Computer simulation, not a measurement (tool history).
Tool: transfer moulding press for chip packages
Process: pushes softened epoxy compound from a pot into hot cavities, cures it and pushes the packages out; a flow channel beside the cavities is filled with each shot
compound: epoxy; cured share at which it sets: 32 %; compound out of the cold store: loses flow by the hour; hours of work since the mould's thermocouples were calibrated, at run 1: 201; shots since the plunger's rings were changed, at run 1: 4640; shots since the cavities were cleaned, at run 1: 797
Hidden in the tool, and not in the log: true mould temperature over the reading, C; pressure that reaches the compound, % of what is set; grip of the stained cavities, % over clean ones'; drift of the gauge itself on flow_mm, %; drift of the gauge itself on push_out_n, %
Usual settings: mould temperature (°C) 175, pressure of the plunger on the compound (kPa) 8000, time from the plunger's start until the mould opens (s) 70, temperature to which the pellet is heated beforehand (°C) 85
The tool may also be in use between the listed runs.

run	hour	mould temperature (°C)	pressure of the plunger on the compound (kPa)	time from the plunger's start until the mould opens (s)	temperature to which the pellet is heated beforehand (°C)	hours of work since the mould's thermocouples were calibrated	shots since the plunger's rings were changed	shots since the cavities were cleaned	incoming compound's hours out of the cold store	length that the compound runs in the flow channel (mm)	greatest force on the pins that push the packages out (N)
1	0.0	175	8000	70	85	201	4640	797	46.4	477	662
2	10.8	175	8000	70	85	207	4766	923	20.1	517	711
3	16.9	175	8000	70	85	209	4838	995	16.2	522	694
4	24.6	175	8000	70	85	213	4928	1085	22.9	515	718
# hour 34.5: cavities cleaned with cleaning compound and waxed
5	38.9	175	8000	70	85	219	5077	51	15.4	529	860
6	50.2	175	8000	70	85	224	5209	183	31.9	504	793
7	56.6	175	8000	70	85	227	5285	259	36.0	498	784
8	64.3	175	8000	70	76	231	5374	348	31.6	499	790
9	69.9	175	8000	70	83	233	5440	414	44.4	480	714
10	76.7	175	8000	70	85	237	5520	494	16.3	514	748
11	83.0	175	8000	70	85	239	5593	567	26.1	509	728
12	91.8	175	6640	70	85	244	5697	671	9.9	483	768
# hour 98.7: cavities cleaned with cleaning compound and waxed, once more
13	104.9	181	6640	70	85	249	5833	74	31.7	428	362
14	113.4	175	9650	70	85	253	5932	173	43.5	523	519
# hour 125.2: plunger's sealing rings changed
15	128.8	171	8000	70	86	259	42	324	11.7	568	816
16	140.5	171	8000	70	86	264	178	460	47.7	506	758
17	152.1	175	8000	70	91	270	314	596	28.6	523	620
18	157.8	174	9740	74	89	273	381	663	28.0	591	602
19	163.1	174	9740	74	89	275	442	724	24.0	613	627
20	173.2	169	8610	61	87	280	562	844	20.1	579	1516
21	185.4	182	8000	58	85	285	704	986	31.1	515	687
22	191.0	180	6750	84	81	288	769	1051	14.5	500	476
# hour 203.8: cavities cleaned with cleaning compound and waxed
23	205.4	180	6750	84	81	294	921	20	33.3	476	308
24	212.4	178	6970	70	85	297	1003	102	27.8	501	431
25	225.1	178	6970	70	85	303	1151	250	44.4	467	465
26	237.5	175	7490	64	85	309	1296	395	10.7	541	806
27	244.8	175	7130	70	85	312	1381	480	21.8	511	622
28	254.6	174	7130	70	80	317	1496	595	29.6	500	724

The same runs without the tool's hidden state, with the same run-to-run variation:
run	length that the compound runs in the flow channel (mm)	greatest force on the pins that push the packages out (N)
1	509	418
2	552	449
3	558	436
4	551	448
5	567	437
6	541	427
7	535	436
8	537	450
9	517	410
10	554	441
11	549	433
12	523	463
13	464	324
14	567	424
15	571	607
16	509	529
17	527	412
18	596	395
19	618	410
20	585	973
21	521	438
22	506	291
23	483	290
24	509	373
25	475	352
26	552	579
27	521	430
28	512	490
